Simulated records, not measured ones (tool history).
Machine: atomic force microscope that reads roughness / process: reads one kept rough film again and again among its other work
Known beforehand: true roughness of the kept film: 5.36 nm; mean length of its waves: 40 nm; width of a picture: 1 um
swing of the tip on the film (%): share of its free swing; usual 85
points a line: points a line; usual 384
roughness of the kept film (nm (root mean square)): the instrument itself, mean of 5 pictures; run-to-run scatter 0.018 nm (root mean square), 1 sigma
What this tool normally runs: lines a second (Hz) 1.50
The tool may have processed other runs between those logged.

run   hour  lines a second (Hz)  swing of the tip on the film (%)  points a line  roughness of the kept film (nm (root mean square))
  1    0.0                 1.50                                85            384                                               4.299
  2   10.1                 1.41                                85            384                                               4.246
  3   15.4                 1.41                                85            384                                               4.208
  4   21.4                 1.50                                85            384                                               4.101
  5   26.9                 1.50                                85            384                                               4.101
  6   36.9                 1.50                                85            384                                               4.052
  7   44.5                 1.50                                85            384                                               3.991
  8   53.2                 1.50                                85            384                                               3.977
  9   62.1                 0.66                                85            384                                               4.168
 10   73.0                 1.50                                85            384                                               4.416
 11   82.5                 1.50                                85            384                                               4.386
 12   88.5                 1.50                                71            384                                               4.641
 13   99.8                 1.50                                59            384                                               4.668
 14  105.8                 1.50                                85            384                                               4.230
 15  113.8                 1.50                                85            384                                               4.177
 16  121.6                 1.50                                86            384                                               4.133
 17  132.6                 1.50                                85            301                                               4.048
 18  137.6                 1.50                                85            384                                               4.041
 19  149.1                 1.50                                85            384                                               4.010
 20  154.1                 1.50                                85            384                                               3.981
 21  160.6                 1.50                                85            384                                               3.961
 22  167.4                 1.58                                85            384                                               3.877
 23  178.3                 1.58                                85            384                                               4.435
 24  184.2                 1.50                                67            384                                               4.707
 25  193.9                 1.50                                83            384                                               4.448
 26  198.9                 1.50                                83            526                                               4.399
 27  210.1                 1.26                                61            336                                               4.627
 28  220.9                 1.50                                79            384                                               4.330
 29  229.2                 0.70                                71            365                                               4.523
 30  239.8                 1.70                                61            343                                               4.423
 31  246.0                 1.70                                61            343                                               4.362
 32  257.4                 1.50                                81            460                                               4.096
 33  267.0                 0.62                                62            384                                               4.361
 34  275.6                 3.20                                65            569                                               4.018
 35  286.4                 1.30                                83            973                                               3.976
 36  297.7                 2.66                                60            318                                               4.650
 37  303.1                 0.87                                86            628                                               4.588
 38  308.6                 3.97                                86            671                                               3.646
 39  316.8                 3.97                                86            671                                               3.614
 40  322.5                 3.32                                65            671                                               4.374
 41  327.9                 3.32                                65            671                                               4.324
 42  332.9                 1.25                                89            394                                               4.208
 43  339.0                 2.26                                67            262                                               4.300
 44  345.5                 0.70                                64            667                                               4.489
 45  350.7                 1.50                                75            384                                               4.240
 46  360.3                 0.64                                82            538                                               4.305
 47  365.2                 0.64                                82            538                                               4.282
 48  372.6                 0.64                                81            538                                               4.243
 49  379.5                 0.64                                73            538                                               4.265
 50  384.6                 0.64                                73            538                                               4.251
 51  394.6                 0.64                                73            410                                               4.149
 52  405.5                 0.64                                73            410                                               4.828

Between the runs listed above, the log contained 6 entries, not reproduced here. Where in the sequence does each belong, and how does what the log doesn't record of the tool's condition differ from the listed run before to the listed run after?
Run 9 -> run 10: new tip fitted (hour 68.1)
  radius of the tip, nm: 16.8 -> 5.7
  measured minus no-state result, roughness of the kept film (nm (root mean square)): -0.606 -> -0.031
Run 18 -> run 19: height scale calibrated on a step standard (hour 139.4)
  radius of the tip, nm: 13.6 -> 15; height scale over the true one, %: 0.17 -> 0.24
  measured minus no-state result, roughness of the kept film (nm (root mean square)): -0.424 -> -0.484
Run 22 -> run 23: new tip fitted (hour 178.2)
  radius of the tip, nm: 17.2 -> 5.2
  measured minus no-state result, roughness of the kept film (nm (root mean square)): -0.576 -> +0.002
Run 23 -> run 24: height scale calibrated on a step standard, once more (hour 180.3)
  radius of the tip, nm: 5.2 -> 5.7; height scale over the true one, %: 0.25 -> 0.09
  measured minus no-state result, roughness of the kept film (nm (root mean square)): +0.002 -> -0.038
Run 35 -> run 36: new tip fitted (hour 287.9)
  radius of the tip, nm: 18.3 -> 6.7; height scale over the true one, %: 0.13 -> 0.14
  measured minus no-state result, roughness of the kept film (nm (root mean square)): -0.649 -> -0.089
Run 51 -> run 52: new tip fitted (hour 396.8)
  radius of the tip, nm: 18.7 -> 6.2
  measured minus no-state result, roughness of the kept film (nm (root mean square)): -0.697 -> -0.065
